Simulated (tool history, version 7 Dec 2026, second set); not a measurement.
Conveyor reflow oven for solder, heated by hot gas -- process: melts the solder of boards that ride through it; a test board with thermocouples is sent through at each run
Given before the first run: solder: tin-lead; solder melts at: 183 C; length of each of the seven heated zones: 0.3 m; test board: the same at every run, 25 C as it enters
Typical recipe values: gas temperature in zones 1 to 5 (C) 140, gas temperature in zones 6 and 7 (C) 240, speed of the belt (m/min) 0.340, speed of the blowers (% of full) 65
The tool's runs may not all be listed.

run,hour,gas temperature in zones 1 to 5 (C),gas temperature in zones 6 and 7 (C),speed of the belt (m/min),speed of the blowers (% of full),highest temperature of the board (C),time above the solder's melting point (s)
1,0.0,140,240,0.340,65,225.2,89.2
2,37.9,140,240,0.340,65,225.0,88.9
3,80.6,140,251,0.340,65,235.0,96.8
4,114.3,140,251,0.340,65,234.9,96.7
5,161.4,140,251,0.340,65,234.9,96.3
6,209.2,126,240,0.340,65,222.1,79.7
7,248.5,126,240,0.340,65,222.0,79.8
8,285.2,126,240,0.340,65,221.6,79.4
9,307.5,140,240,0.340,65,224.2,87.8
# hour 330.0: flux residue cleaned out of gas plates and filters
10,337.2,140,240,0.340,55,224.5,88.6
11,359.4,130,240,0.340,65,225.1,85.0
12,403.1,140,246,0.340,65,232.1,94.8
13,433.8,140,246,0.340,65,232.2,94.8
14,469.8,140,246,0.340,65,232.0,94.7
15,515.3,147,244,0.340,65,231.2,97.5
# hour 521.3: belt drive overhauled, speed set with a stopwatch
16,547.8,140,247,0.340,65,232.4,95.6
17,580.4,140,247,0.340,65,232.5,95.7
18,626.9,143,241,0.382,78,226.0,81.5
# hour 648.7: belt drive overhauled, speed set with a stopwatch, once more
19,672.8,143,241,0.382,78,225.5,79.9
20,715.9,131,241,0.349,81,226.8,83.9
21,739.5,131,244,0.342,56,224.6,83.4
22,784.6,131,230,0.273,64,221.1,102.2
# hour 811.2: flux residue cleaned out of gas plates and filters
23,811.2,131,230,0.273,64,223.2,105.7

Each row is a separate what-if for the run after 23, all from the same tool condition, not one after another. Results?
A,854.1,154,240,0.340,84,?,?
B,854.1,140,240,0.340,53,?,?
C,854.1,140,247,0.273,64,?,?

run,highest temperature of the board (C),time above the solder's melting point (s)
A,233.3,101.3
B,224.6,88.1
C,240.0,124.0
With the hidden condition removed and each run's random variation left untouched, the same runs would have given:
run,highest temperature of the board (C),time above the solder's melting point (s)
A,231.4,100.0
B,222.8,86.2
C,238.0,122.4

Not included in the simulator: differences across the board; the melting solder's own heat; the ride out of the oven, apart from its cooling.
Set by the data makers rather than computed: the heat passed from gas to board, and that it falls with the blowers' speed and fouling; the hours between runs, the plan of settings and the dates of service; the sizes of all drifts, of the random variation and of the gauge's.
